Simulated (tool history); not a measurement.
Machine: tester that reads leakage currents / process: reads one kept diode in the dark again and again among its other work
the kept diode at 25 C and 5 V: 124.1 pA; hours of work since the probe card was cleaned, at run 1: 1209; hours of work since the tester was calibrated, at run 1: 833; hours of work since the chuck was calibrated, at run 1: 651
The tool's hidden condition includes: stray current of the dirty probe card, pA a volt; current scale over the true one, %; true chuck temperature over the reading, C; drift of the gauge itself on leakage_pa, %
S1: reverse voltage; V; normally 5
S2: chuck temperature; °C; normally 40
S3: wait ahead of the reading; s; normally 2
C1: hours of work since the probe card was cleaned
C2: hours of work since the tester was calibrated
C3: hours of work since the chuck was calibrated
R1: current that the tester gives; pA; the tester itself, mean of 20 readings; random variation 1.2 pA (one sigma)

{"run": 1, "day": 0.0, "S1": 5, "S2": 40, "S3": 2, "C1": 1209, "C2": 833, "C3": 651, "R1": 381.35}
{"run": 2, "day": 5.371, "S1": 5, "S2": 40, "S3": 2, "C1": 1277, "C2": 901, "C3": 719, "R1": 380.21}
{"run": 3, "day": 10.942, "S1": 5, "S2": 40, "S3": 2, "C1": 1348, "C2": 972, "C3": 790, "R1": 380.55}
{"run": 4, "day": 18.617, "S1": 5, "S2": 40, "S3": 2, "C1": 1446, "C2": 1070, "C3": 888, "R1": 378.88}
{"run": 5, "day": 29.579, "S1": 5, "S2": 40, "S3": 2, "C1": 1586, "C2": 1210, "C3": 1028, "R1": 377.68}
{"run": 6, "day": 37.358, "S1": 5, "S2": 40, "S3": 2, "C1": 1686, "C2": 1310, "C3": 1128, "R1": 376.34}
{"run": 7, "day": 43.642, "S1": 5.65, "S2": 40, "S3": 2, "C1": 1766, "C2": 1390, "C3": 1208, "R1": 399.41}
{"run": 8, "day": 52.879, "S1": 5.65, "S2": 40, "S3": 2, "C1": 1884, "C2": 1508, "C3": 1326, "R1": 399.27}
{"run": 9, "day": 61.0, "S1": 5.65, "S2": 40, "S3": 0.4, "C1": 1988, "C2": 1612, "C3": 1430, "R1": 401.47}
{"run": 10, "day": 68.267, "S1": 5.65, "S2": 40, "S3": 0.4, "C1": 2080, "C2": 1704, "C3": 1522, "R1": 398.83}
{"run": 11, "day": 73.942, "S1": 5, "S2": 22, "S3": 2, "C1": 2153, "C2": 1777, "C3": 1595, "R1": 98.8}
{"run": 12, "day": 78.929, "S1": 5, "S2": 40, "S3": 2, "C1": 2217, "C2": 1841, "C3": 1659, "R1": 369.38}
{"run": 13, "day": 83.808, "S1": 5, "S2": 40, "S3": 2, "C1": 2279, "C2": 1903, "C3": 1721, "R1": 366.97}
{"run": 14, "day": 89.167, "S1": 5, "S2": 40, "S3": 2.05, "C1": 2347, "C2": 1971, "C3": 1789, "R1": 368.55}
{"run": 15, "day": 100.983, "S1": 5, "S2": 40, "S3": 2.05, "C1": 2498, "C2": 2122, "C3": 1940, "R1": 367.82}
{"day": 104.008, "done": "chuck's temperature calibrated"}
{"run": 16, "day": 109.062, "S1": 5, "S2": 40, "S3": 2.05, "C1": 2600, "C2": 2224, "C3": 65, "R1": 362.28}
{"run": 17, "day": 118.058, "S1": 5, "S2": 40, "S3": 0.4, "C1": 2715, "C2": 2339, "C3": 179, "R1": 361.89}
{"run": 18, "day": 127.892, "S1": 5, "S2": 40, "S3": 0.4, "C1": 2841, "C2": 2465, "C3": 305, "R1": 361.08}
{"run": 19, "day": 132.842, "S1": 5, "S2": 40, "S3": 4.77, "C1": 2904, "C2": 2528, "C3": 368, "R1": 357.94}
{"run": 20, "day": 140.571, "S1": 5, "S2": 57, "S3": 2, "C1": 3003, "C2": 2627, "C3": 467, "R1": 1130.36}
{"run": 21, "day": 147.317, "S1": 3.19, "S2": 35, "S3": 3.05, "C1": 3089, "C2": 2713, "C3": 553, "R1": 194.55}
{"run": 22, "day": 156.867, "S1": 1.02, "S2": 43, "S3": 1.78, "C1": 3211, "C2": 2835, "C3": 675, "R1": 186.94}
{"run": 23, "day": 162.538, "S1": 5.87, "S2": 44, "S3": 2, "C1": 3283, "C2": 2907, "C3": 747, "R1": 511.93}
{"day": 166.533, "done": "probe card cleaned and baked"}
{"day": 169.942, "done": "chuck's temperature calibrated, once more"}
{"run": 24, "day": 170.217, "S1": 5.87, "S2": 25, "S3": 4.8, "C1": 46, "C2": 3002, "C3": 4, "R1": 136.34}
{"run": 25, "day": 178.679, "S1": 2.68, "S2": 25, "S3": 4.8, "C1": 154, "C2": 3110, "C3": 112, "R1": 90.39}
{"run": 26, "day": 186.492, "S1": 3.12, "S2": 40, "S3": 0.74, "C1": 254, "C2": 3210, "C3": 211, "R1": 302.83}
{"run": 27, "day": 194.221, "S1": 3.12, "S2": 40, "S3": 0.74, "C1": 352, "C2": 3309, "C3": 310, "R1": 303.93}
{"run": 28, "day": 200.271, "S1": 3.12, "S2": 40, "S3": 0.74, "C1": 430, "C2": 3386, "C3": 387, "R1": 299.9}
{"run": 29, "day": 211.658, "S1": 5, "S2": 20, "S3": 3.15, "C1": 575, "C2": 3532, "C3": 533, "R1": 83.58}
{"run": 30, "day": 222.012, "S1": 5, "S2": 20, "S3": 3.15, "C1": 707, "C2": 3664, "C3": 665, "R1": 83.94}
{"day": 228.288, "done": "tester calibrated"}
{"run": 31, "day": 228.288, "S1": 19.93, "S2": 20, "S3": 6.14, "C1": 786, "C2": 0, "C3": 744, "R1": 175.79}
{"run": 32, "day": 235.208, "S1": 1.76, "S2": 40, "S3": 2, "C1": 875, "C2": 88, "C3": 832, "R1": 214.19}
{"run": 33, "day": 246.483, "S1": 3.32, "S2": 23, "S3": 8.46, "C1": 1019, "C2": 232, "C3": 976, "R1": 83}
{"run": 34, "day": 251.821, "S1": 1.02, "S2": 36, "S3": 6.72, "C1": 1087, "C2": 300, "C3": 1044, "R1": 119.04}
{"run": 35, "day": 262.858, "S1": 1.02, "S2": 36, "S3": 6.72, "C1": 1228, "C2": 441, "C3": 1185, "R1": 118.86}
{"run": 36, "day": 273.717, "S1": 1.02, "S2": 56, "S3": 0.85, "C1": 1366, "C2": 580, "C3": 1324, "R1": 474.78}
{"run": 37, "day": 283.662, "S1": 5, "S2": 37, "S3": 0.4, "C1": 1493, "C2": 707, "C3": 1451, "R1": 299.01}
{"run": 38, "day": 290.021, "S1": 1.9, "S2": 37, "S3": 0.4, "C1": 1575, "C2": 788, "C3": 1532, "R1": 176.48}

How the hidden state differs across the entries between the runs, from the last listed run before each to the first after it:
Between runs 15 and 16: chuck's temperature calibrated (day 104.008)
  stray current of the dirty probe card, pA a volt: 1.482 -> 1.547; current scale over the true one, %: 1.03 -> 1.08; true chuck temperature over the reading, C: -1.15 -> -1.4
  what was measured, less what the result would be without the hidden state, R1: -19.8 -> -25.76 pA
Between runs 23 and 24: probe card cleaned and baked (day 166.533); chuck's temperature calibrated, once more (day 169.942)
  stray current of the dirty probe card, pA a volt: 1.975 -> 0.05; current scale over the true one, %: 1.43 -> 1.48; true chuck temperature over the reading, C: -1.81 -> -0.1
  what was measured, less what the result would be without the hidden state, R1: -48.49 -> +1.14 pA
Between runs 30 and 31: tester calibrated (day 228.288)
  stray current of the dirty probe card, pA a volt: 0.452 -> 0.5; current scale over the true one, %: 1.82 -> -0.07; true chuck temperature over the reading, C: -0.48 -> -0.52
  what was measured, less what the result would be without the hidden state, R1: +0.44 -> +2.23 pA
